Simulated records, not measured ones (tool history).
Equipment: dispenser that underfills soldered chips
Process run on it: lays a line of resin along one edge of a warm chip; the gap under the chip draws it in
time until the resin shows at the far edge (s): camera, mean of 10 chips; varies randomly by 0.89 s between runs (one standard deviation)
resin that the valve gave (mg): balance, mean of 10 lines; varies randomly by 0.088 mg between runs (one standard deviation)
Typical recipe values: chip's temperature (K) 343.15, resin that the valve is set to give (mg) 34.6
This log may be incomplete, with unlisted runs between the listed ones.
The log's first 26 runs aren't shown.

run,day,chip's temperature (K),resin that the valve is set to give (mg),hours of work since the syringe was changed,hours of work since the valve was cleaned,hours of work since the stage was calibrated,time until the resin shows at the far edge (s),resin that the valve gave (mg)
27,7.092,332.15,31.4,4,55,323,160.3,29.74
# day 7.158: dispensing valve cleaned and set on the balance
28,7.483,348.15,29.6,10,6,329,102.7,29.39
# day 7.538: new syringe of resin
29,7.812,348.15,29.6,5,11,335,82,29.35
30,8.117,331.15,38.9,10,17,340,208.8,38.26
# day 8.204: new syringe of resin
31,8.492,354.15,43.9,5,23,346,62.8,43.06
# day 8.854: new syringe of resin
32,8.867,354.15,43.9,0,29,353,50.6,42.63
33,9.017,354.15,43.9,3,32,356,55.3,42.57
34,9.271,354.15,43.9,7,37,360,65.7,42.35
# day 9.504: new syringe of resin
35,9.612,345.15,35.6,2,42,366,81,33.98

Each row is a separate what-if for the run after 35, all from the same tool condition, not one after another. Results?
A,9.879,346.15,40.9,7,47,370,?,?
B,9.879,332.15,44.6,7,47,370,?,?
C,9.879,354.15,34.1,7,47,370,?,?
D,9.879,331.15,29.5,7,47,370,?,?

run,time until the resin shows at the far edge (s),resin that the valve gave (mg)
A,92.6,39.06
B,172.4,42.69
C,66.6,32.54
D,189.7,28.11
What these runs would have given with no unlogged condition in the tool:
run,time until the resin shows at the far edge (s),resin that the valve gave (mg)
A,73.9,40.94
B,138.4,44.73
C,52.8,34.11
D,150.5,29.46

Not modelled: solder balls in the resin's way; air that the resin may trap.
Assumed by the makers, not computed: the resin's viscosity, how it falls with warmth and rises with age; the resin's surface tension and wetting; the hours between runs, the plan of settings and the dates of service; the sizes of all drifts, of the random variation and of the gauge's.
